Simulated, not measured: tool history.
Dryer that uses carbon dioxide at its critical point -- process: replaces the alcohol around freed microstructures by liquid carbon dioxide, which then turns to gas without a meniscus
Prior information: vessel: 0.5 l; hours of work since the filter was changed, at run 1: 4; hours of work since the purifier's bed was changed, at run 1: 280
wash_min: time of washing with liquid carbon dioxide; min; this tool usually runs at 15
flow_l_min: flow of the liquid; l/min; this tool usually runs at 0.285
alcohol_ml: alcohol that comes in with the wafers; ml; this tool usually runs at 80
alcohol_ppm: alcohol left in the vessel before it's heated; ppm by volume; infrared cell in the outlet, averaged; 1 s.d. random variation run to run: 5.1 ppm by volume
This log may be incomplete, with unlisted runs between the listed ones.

run   hour  wash_min  flow_l_min  alcohol_ml  hours of work since the filter was changed  hours of work since the purifier's bed was changed  alcohol_ppm
  1      0        15       0.285          80                                           4                                                 280           88
  2   19.5        15       0.285          80                                          18                                                 294           84
  3     39        15       0.285          80                                          31                                                 307          108
  4   52.6        15       0.285          80                                          40                                                 316          114
  5     71        15       0.285          80                                          53                                                 329          112
  6   88.4        15       0.285          80                                          65                                                 341          121
  7  109.1        15       0.285          80                                          79                                                 355          128
  8  129.9        15       0.285          80                                          93                                                 369          124
  9  147.4        15       0.285          80                                         105                                                 381          141
 10  166.8        15       0.285          80                                         118                                                 394          146
 11  185.2        15       0.285          24                                         131                                                 407           83
 12  204.7        15       0.285          24                                         144                                                 420           88
 13  223.7        24       0.285          80                                         157                                                 433           68
 14  239.2        24       0.285          80                                         168                                                 444           74
 15  250.4        15       0.285          94                                         175                                                 451          180
 16  263.6        15       0.285          94                                         184                                                 460          195
 17  276.2        15       0.285          80                                         193                                                 469          180
 18  288.3        15       0.285          80                                         201                                                 477          191
 19  303.7        15       0.285         113                                         212                                                 488          255
 20  319.8        15       0.285         113                                         223                                                 499          268
 21  341.4        12       0.343         104                                         237                                                 513          299
 22  353.4        15       0.285          51                                         246                                                 522          171
 23  367.4        15        0.22          32                                         255                                                 531          394
 24  384.6        15       0.472          32                                         267                                                 543           85
 25  401.3        22       0.411          26                                         278                                                 554           83
     412.4  -- inlet filter changed
 26  425.7        22       0.411          26                                           9                                                 570           84
 27  436.5        22       0.411          26                                          16                                                 578           81
 28    449        18       0.424          27                                          25                                                 586          100
 29  464.8        18       0.424          27                                          36                                                 597           96
 30  479.4        13         0.4          60                                          46                                                 607          104
 31  496.7        10       0.296          22                                          58                                                 619          275
 32    518        15       0.338          58                                          72                                                 633           96
 33  537.9        18       0.285          60                                          86                                                 647          107
 34  561.7        18       0.285          60                                         102                                                 663          114
 35  574.4        15       0.332          60                                         111                                                 672          112

3 options for the next run, each taken on its own from the tool as it stands now. Forecast them:
  A  594.1        15       0.208          70                                         124                                                 685            ?
  B  594.1        15       0.177          68                                         124                                                 685            ?
  C  594.1        14       0.415          80                                         124                                                 685            ?

run  alcohol_ppm
  A          678
  B         1416
  C          106
Without the tool's hidden state the same runs would have given:
run  alcohol_ppm
  A          375
  B          913
  C           12

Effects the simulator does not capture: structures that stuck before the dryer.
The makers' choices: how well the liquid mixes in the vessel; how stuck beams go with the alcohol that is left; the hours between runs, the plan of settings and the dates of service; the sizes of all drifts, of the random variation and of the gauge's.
